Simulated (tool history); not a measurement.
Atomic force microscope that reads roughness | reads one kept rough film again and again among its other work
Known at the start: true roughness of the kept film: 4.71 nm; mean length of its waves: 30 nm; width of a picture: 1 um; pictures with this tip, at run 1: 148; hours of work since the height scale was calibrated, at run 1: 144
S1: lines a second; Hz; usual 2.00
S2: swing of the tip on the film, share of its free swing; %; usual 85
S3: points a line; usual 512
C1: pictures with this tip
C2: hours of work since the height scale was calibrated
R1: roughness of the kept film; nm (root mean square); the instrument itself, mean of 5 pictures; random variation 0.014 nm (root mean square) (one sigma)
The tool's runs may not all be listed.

run 1 day=0.000 | S1=2.00 S2=85 S3=512 | C1=148 C2=144 | R1=2.452
run 2 day=0.250 | S1=2.00 S2=85 S3=512 | C1=155 C2=148 | R1=2.407
run 3 day=0.667 | S1=2.00 S2=85 S3=512 | C1=168 C2=154 | R1=2.353
run 4 day=1.050 | S1=2.47 S2=85 S3=512 | C1=179 C2=159 | R1=2.234
run 5 day=1.408 | S1=2.47 S2=85 S3=512 | C1=190 C2=164 | R1=2.196
run 6 day=1.658 | S1=2.00 S2=85 S3=512 | C1=197 C2=168 | R1=2.259
-- day=1.921 new tip fitted
run 7 day=1.925 | S1=2.00 S2=85 S3=598 | C1=0 C2=172 | R1=3.281
run 8 day=2.371 | S1=2.00 S2=85 S3=598 | C1=14 C2=178 | R1=3.169
run 9 day=2.608 | S1=2.00 S2=85 S3=854 | C1=21 C2=181 | R1=3.145
run 10 day=3.029 | S1=2.00 S2=85 S3=854 | C1=33 C2=187 | R1=3.038
run 11 day=3.425 | S1=2.80 S2=85 S3=854 | C1=45 C2=193 | R1=2.793
run 12 day=3.950 | S1=2.80 S2=85 S3=854 | C1=60 C2=201 | R1=2.703
run 13 day=4.275 | S1=2.80 S2=85 S3=854 | C1=70 C2=205 | R1=2.646
run 14 day=4.796 | S1=2.80 S2=85 S3=854 | C1=85 C2=213 | R1=2.572
run 15 day=5.304 | S1=2.00 S2=85 S3=512 | C1=100 C2=220 | R1=2.647
run 16 day=5.608 | S1=2.00 S2=85 S3=512 | C1=109 C2=224 | R1=2.600
run 17 day=5.975 | S1=0.70 S2=65 S3=512 | C1=120 C2=230 | R1=2.889
run 18 day=6.212 | S1=1.10 S2=85 S3=400 | C1=127 C2=233 | R1=2.658
run 19 day=6.454 | S1=2.00 S2=89 S3=512 | C1=134 C2=237 | R1=2.372
run 20 day=6.700 | S1=1.26 S2=85 S3=512 | C1=141 C2=240 | R1=2.598
run 21 day=6.925 | S1=3.34 S2=85 S3=480 | C1=148 C2=243 | R1=2.218
run 22 day=7.317 | S1=0.53 S2=73 S3=376 | C1=160 C2=249 | R1=2.681
run 23 day=7.846 | S1=0.53 S2=73 S3=376 | C1=175 C2=256 | R1=2.632
run 24 day=8.271 | S1=1.12 S2=75 S3=596 | C1=188 C2=263 | R1=2.479
run 25 day=8.525 | S1=1.12 S2=75 S3=596 | C1=195 C2=266 | R1=2.465
-- day=8.842 new tip fitted
run 26 day=9.029 | S1=2.55 S2=75 S3=327 | C1=6 C2=273 | R1=3.356
run 27 day=9.562 | S1=2.55 S2=75 S3=327 | C1=21 C2=281 | R1=3.237
run 28 day=10.112 | S1=2.55 S2=75 S3=327 | C1=38 C2=289 | R1=3.106
run 29 day=10.471 | S1=0.51 S2=57 S3=455 | C1=48 C2=294 | R1=3.404

5 ways to go on from here, each from the tool as it stands after run 29. What would each give?
run A day=10.804 | S1=0.92 S2=65 S3=700 | C1=58 C2=299 | R1=?
run B day=10.804 | S1=1.07 S2=57 S3=455 | C1=58 C2=299 | R1=?
run C day=10.804 | S1=1.42 S2=72 S3=396 | C1=58 C2=299 | R1=?
run D day=10.804 | S1=1.02 S2=85 S3=657 | C1=58 C2=299 | R1=?
run E day=10.804 | S1=0.51 S2=83 S3=455 | C1=58 C2=299 | R1=?

run=A R1=3.284
run=B R1=3.305
run=C R1=3.146
run=D R1=3.107
run=E R1=3.255
Without the tool's hidden state the same runs would have given:
run=A R1=3.779
run=B R1=3.803
run=C R1=3.622
run=D R1=3.575
run=E R1=3.746

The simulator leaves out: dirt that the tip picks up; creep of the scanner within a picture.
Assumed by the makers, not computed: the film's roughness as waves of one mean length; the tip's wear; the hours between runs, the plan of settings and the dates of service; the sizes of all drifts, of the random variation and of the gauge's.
